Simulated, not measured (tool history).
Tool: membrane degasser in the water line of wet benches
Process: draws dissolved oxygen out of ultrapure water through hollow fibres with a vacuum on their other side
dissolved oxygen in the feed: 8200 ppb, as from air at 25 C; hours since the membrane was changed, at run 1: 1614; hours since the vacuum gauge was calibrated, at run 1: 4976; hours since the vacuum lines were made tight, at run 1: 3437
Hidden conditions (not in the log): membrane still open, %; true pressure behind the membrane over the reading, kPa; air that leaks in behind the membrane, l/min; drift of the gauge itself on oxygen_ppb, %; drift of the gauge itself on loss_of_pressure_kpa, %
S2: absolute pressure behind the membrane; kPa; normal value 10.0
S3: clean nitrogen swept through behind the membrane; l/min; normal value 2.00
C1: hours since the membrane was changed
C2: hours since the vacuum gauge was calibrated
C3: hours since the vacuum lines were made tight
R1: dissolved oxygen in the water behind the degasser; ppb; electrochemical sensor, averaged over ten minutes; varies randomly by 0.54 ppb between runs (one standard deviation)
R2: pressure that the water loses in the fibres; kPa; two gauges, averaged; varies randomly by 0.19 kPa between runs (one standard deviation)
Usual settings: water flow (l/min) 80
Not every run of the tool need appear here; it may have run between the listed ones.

run 1 hour=0.0 | water_flow_(l/min)=80 S2=10.0 S3=2.00 | C1=1614 C2=4976 C3=3437 | R1=525.7 R2=36.76
run 2 hour=77.8 | water_flow_(l/min)=80 S2=10.0 S3=2.00 | C1=1691 C2=5054 C3=3515 | R1=527.0 R2=36.74
run 3 hour=116.0 | water_flow_(l/min)=80 S2=10.0 S3=2.00 | C1=1730 C2=5092 C3=3553 | R1=526.8 R2=36.82
run 4 hour=190.3 | water_flow_(l/min)=80 S2=10.0 S3=2.00 | C1=1804 C2=5166 C3=3627 | R1=526.9 R2=36.83
run 5 hour=227.6 | water_flow_(l/min)=80 S2=10.0 S3=2.00 | C1=1841 C2=5204 C3=3665 | R1=526.3 R2=36.81
run 6 hour=281.4 | water_flow_(l/min)=80 S2=10.0 S3=2.00 | C1=1895 C2=5257 C3=3719 | R1=526.9 R2=36.73
-- hour=348.1 vacuum gauge calibrated
run 7 hour=348.1 | water_flow_(l/min)=110 S2=10.0 S3=2.00 | C1=1961 C2=0 C3=3785 | R1=661.8 R2=50.23
run 8 hour=389.7 | water_flow_(l/min)=80 S2=10.0 S3=2.00 | C1=2003 C2=42 C3=3826 | R1=521.4 R2=36.99
run 9 hour=470.1 | water_flow_(l/min)=80 S2=10.0 S3=2.00 | C1=2083 C2=122 C3=3907 | R1=520.9 R2=36.98
run 10 hour=516.6 | water_flow_(l/min)=80 S2=10.0 S3=2.00 | C1=2130 C2=169 C3=3953 | R1=522.1 R2=36.76
run 11 hour=563.2 | water_flow_(l/min)=80 S2=10.0 S3=2.00 | C1=2176 C2=215 C3=4000 | R1=521.9 R2=37.09
run 12 hour=623.7 | water_flow_(l/min)=121 S2=10.0 S3=2.00 | C1=2237 C2=276 C3=4060 | R1=708.5 R2=55.53
run 13 hour=694.0 | water_flow_(l/min)=121 S2=10.0 S3=2.24 | C1=2307 C2=346 C3=4131 | R1=656.1 R2=55.53
run 14 hour=730.4 | water_flow_(l/min)=58 S2=22.5 S3=2.49 | C1=2344 C2=382 C3=4167 | R1=892.5 R2=26.59
run 15 hour=805.1 | water_flow_(l/min)=80 S2=11.6 S3=5.44 | C1=2418 C2=457 C3=4242 | R1=279.3 R2=36.62
run 16 hour=873.4 | water_flow_(l/min)=80 S2=11.6 S3=5.44 | C1=2487 C2=525 C3=4310 | R1=279.3 R2=37.24
run 17 hour=920.1 | water_flow_(l/min)=80 S2=11.6 S3=5.44 | C1=2533 C2=572 C3=4357 | R1=280.0 R2=37.06
run 18 hour=953.8 | water_flow_(l/min)=113 S2=13.1 S3=3.95 | C1=2567 C2=606 C3=4391 | R1=575.1 R2=52.39

Run 19, settings as shown, results not yet in. Your forecast:
run 19 hour=1021.4 | water_flow_(l/min)=95 S2=10.0 S3=2.00 | C1=2635 C2=673 C3=4458 | R1=? R2=?

Run 19 came out at R1 595.2 ppb, R2 44.38 kPa.
Without the tool's hidden state the same run would have given R1 592.8 ppb, R2 44.07 kPa.
